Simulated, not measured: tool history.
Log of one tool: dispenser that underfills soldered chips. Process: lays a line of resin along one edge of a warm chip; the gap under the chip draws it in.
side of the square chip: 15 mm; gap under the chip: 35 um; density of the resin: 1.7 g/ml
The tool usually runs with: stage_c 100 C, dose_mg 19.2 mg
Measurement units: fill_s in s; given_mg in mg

run    day  stage_c  dose_mg  fill_s  given_mg
  1      0      100     19.2   602.5     18.84
     0.154  -- new syringe of resin
  2  0.342      100     19.2   369.3     18.78
  3  0.662      100     19.6   516.1     19.18
  4   0.85      100     19.6   645.8     19.19
     0.917  -- new syringe of resin
  5  1.071      100     19.6   364.9      19.1
  6  1.283      100     19.2   457.4     18.76
  7  1.483      100     19.2   573.1     18.74
       1.7  -- new syringe of resin
  8  1.796      100     20.5   341.6     19.98
  9  1.946      100     20.5   402.8     19.94
     2.071  -- dispensing valve cleaned and set on the balance
 10    2.3      111     21.4     429     21.37
       2.5  -- new syringe of resin
 11  2.592      114     17.6   244.8     17.54

Forecast run 12:
 12  2.85      103     17.1       ?         ?

fill_s: 425.4 s
given_mg: 16.98 mg
Take away the tool's hidden state, keep the run-to-run variation as it was, and the same run would have given fill_s 282.5 s, given_mg 17.04 mg.
